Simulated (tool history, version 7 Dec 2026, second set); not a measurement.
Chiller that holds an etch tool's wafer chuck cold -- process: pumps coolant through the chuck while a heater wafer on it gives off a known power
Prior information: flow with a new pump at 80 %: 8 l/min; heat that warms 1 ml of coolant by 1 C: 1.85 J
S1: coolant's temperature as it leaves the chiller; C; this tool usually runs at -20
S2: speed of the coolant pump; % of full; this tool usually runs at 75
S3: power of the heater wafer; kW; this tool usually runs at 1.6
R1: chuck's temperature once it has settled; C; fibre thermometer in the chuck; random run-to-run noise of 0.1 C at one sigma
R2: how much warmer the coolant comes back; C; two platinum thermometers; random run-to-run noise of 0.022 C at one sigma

run 1 day=0 | S1=-20 S2=75 S3=1.6 | R1=-2.9 R2=6.98
run 2 day=3.092 | S1=-20 S2=75 S3=1.6 | R1=-2.8 R2=6.98
run 3 day=5.883 | S1=-20 S2=75 S3=1.6 | R1=-2.8 R2=6.98
run 4 day=8.946 | S1=-20 S2=75 S3=1.6 | R1=-2.9 R2=6.97
run 5 day=11.867 | S1=-20 S2=75 S3=1.6 | R1=-3 R2=7.03
run 6 day=14.592 | S1=-20 S2=75 S3=1.6 | R1=-2.7 R2=6.97
run 7 day=17.338 | S1=-20 S2=75 S3=1.6 | R1=-2.9 R2=7.05
run 8 day=19.783 | S1=-17 S2=82 S3=1.6 | R1=-0.8 R2=6.47
run 9 day=21.367 | S1=-26 S2=69 S3=1.385 | R1=-10.3 R2=6.66
run 10 day=23.446 | S1=-24 S2=95 S3=0.905 | R1=-15.7 R2=3.19
run 11 day=26.412 | S1=-20 S2=75 S3=1.069 | R1=-8.5 R2=4.81
run 12 day=28.025 | S1=-20 S2=75 S3=1.069 | R1=-8.5 R2=4.79
run 13 day=31.5 | S1=-20 S2=70 S3=0.879 | R1=-10.1 R2=4.28
run 14 day=33.667 | S1=-20 S2=70 S3=0.879 | R1=-10.1 R2=4.26

5 options for the next run, each taken on its own from the tool as it stands now. Forecast them:
run A day=36.8 | S1=-20 S2=78 S3=1.6 | R1=? R2=?
run B day=36.8 | S1=-14 S2=75 S3=0.948 | R1=? R2=?
run C day=36.8 | S1=-12 S2=78 S3=1.477 | R1=? R2=?
run D day=36.8 | S1=-28 S2=75 S3=1.6 | R1=? R2=?
run E day=36.8 | S1=-20 S2=61 S3=1.6 | R1=? R2=?

run=A R1=-3.3 R2=6.86
run=B R1=-3.8 R2=4.33
run=C R1=3.5 R2=6.36
run=D R1=-10.9 R2=7.14
run=E R1=-0.3 R2=8.79
The same runs, with their run-to-run variation unchanged, on a tool lacking any hidden condition would have given:
run=A R1=-3.3 R2=6.66
run=B R1=-3.8 R2=4.12
run=C R1=3.5 R2=6.16
run=D R1=-10.9 R2=6.94
run=E R1=-0.4 R2=8.58
